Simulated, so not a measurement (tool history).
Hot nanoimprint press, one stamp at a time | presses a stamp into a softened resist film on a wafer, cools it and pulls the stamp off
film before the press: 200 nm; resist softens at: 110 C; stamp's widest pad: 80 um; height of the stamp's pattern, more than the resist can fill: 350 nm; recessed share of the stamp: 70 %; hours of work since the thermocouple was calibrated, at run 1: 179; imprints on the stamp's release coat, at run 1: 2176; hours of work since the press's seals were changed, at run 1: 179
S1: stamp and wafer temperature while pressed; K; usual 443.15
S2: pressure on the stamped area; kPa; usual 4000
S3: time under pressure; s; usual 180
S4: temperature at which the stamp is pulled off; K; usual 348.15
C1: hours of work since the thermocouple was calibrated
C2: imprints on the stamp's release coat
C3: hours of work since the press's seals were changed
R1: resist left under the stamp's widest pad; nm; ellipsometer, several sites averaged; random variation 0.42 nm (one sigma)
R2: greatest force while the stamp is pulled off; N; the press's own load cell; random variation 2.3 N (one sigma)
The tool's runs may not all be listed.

run,hour,S1,S2,S3,S4,C1,C2,C3,R1,R2
1,0,443.15,4000,180,348.15,179,2176,179,81.1,143
2,46.9,443.15,4000,180,348.15,214,2358,214,79.2,142
# hour 81.4: stamp cleaned and given a new release coat
3,107.6,443.15,4000,180,348.15,256,102,256,79.1,104
4,158,443.15,4000,180,348.15,295,298,295,78.5,104
5,193.5,443.15,4000,180,349.15,322,436,322,77.9,110
6,256.9,443.15,4000,180,348.15,371,682,371,76.7,118
7,314.6,443.15,4000,180,348.15,415,907,415,77.3,123
8,382.5,443.15,4000,180,348.15,467,1170,467,76.3,127
# hour 392.5: plate thermocouple calibrated
9,449.8,443.15,4000,180,348.15,44,1420,516,72.3,125
# hour 496.6: press's hydraulic seals changed and the load cell set to zero
10,518.5,443.15,4000,180,348.15,90,1656,17,71.4,128
11,572.1,443.15,4000,180,337.15,131,1865,58,71.2,152
# hour 583.3: plate thermocouple calibrated, once more
12,658.2,443.15,4000,180,337.15,57,2188,121,84.2,169
13,708.5,443.15,4000,180,348.15,96,2383,160,83.1,145
# hour 738.4: stamp cleaned and given a new release coat
14,774.7,443.15,4000,180,348.15,142,142,206,82.2,114
15,817.8,443.15,4000,180,348.15,175,309,239,82.2,111
16,856.7,443.15,4000,180,348.15,205,460,269,81.9,113
17,919.4,452.15,4000,282,348.15,253,704,317,42.7,116
18,1002.4,443.15,3330,180,334.15,316,1026,380,88.3,153
19,1038.6,452.15,6330,180,349.15,344,1167,408,38.9,122
20,1075.5,452.15,3730,180,353.15,372,1311,436,51.4,114
21,1148.4,438.15,3730,307,353.15,428,1594,492,86.5,120
22,1204.7,438.15,3730,307,353.15,471,1813,535,85.9,129
# hour 1226.8: press's hydraulic seals changed and the load cell set to zero
# hour 1268.8: plate thermocouple calibrated
23,1268.8,438.15,3730,307,353.15,0,2019,30,93.2,133
24,1305.8,438.15,3730,307,353.15,28,2163,58,92.4,129
25,1345,438.15,3730,307,353.15,58,2316,88,91.9,136
# hour 1391.1: stamp cleaned and given a new release coat
26,1401.2,438.15,3730,307,353.15,97,39,127,90.5,100
27,1484.4,438.15,2840,307,353.15,160,362,190,102.9,102
28,1518.7,440.15,4220,180,348.15,187,496,216,91.5,115
29,1560.3,443.15,4000,104,348.15,218,657,248,97.5,117

3 ways to go on from here, each from the tool as it stands after run 29. What would each give?
A,1632.7,441.15,3990,93,348.15,274,939,304,?,?
B,1632.7,443.15,4000,180,349.15,274,939,304,?,?
C,1632.7,441.15,4000,96,341.15,274,939,304,?,?

run,R1,R2
A,110.2,121
B,79.1,116
C,108.7,137
Without the tool's hidden state the same runs would have given:
run,R1,R2
A,115,107
B,83.1,103
C,113.5,121
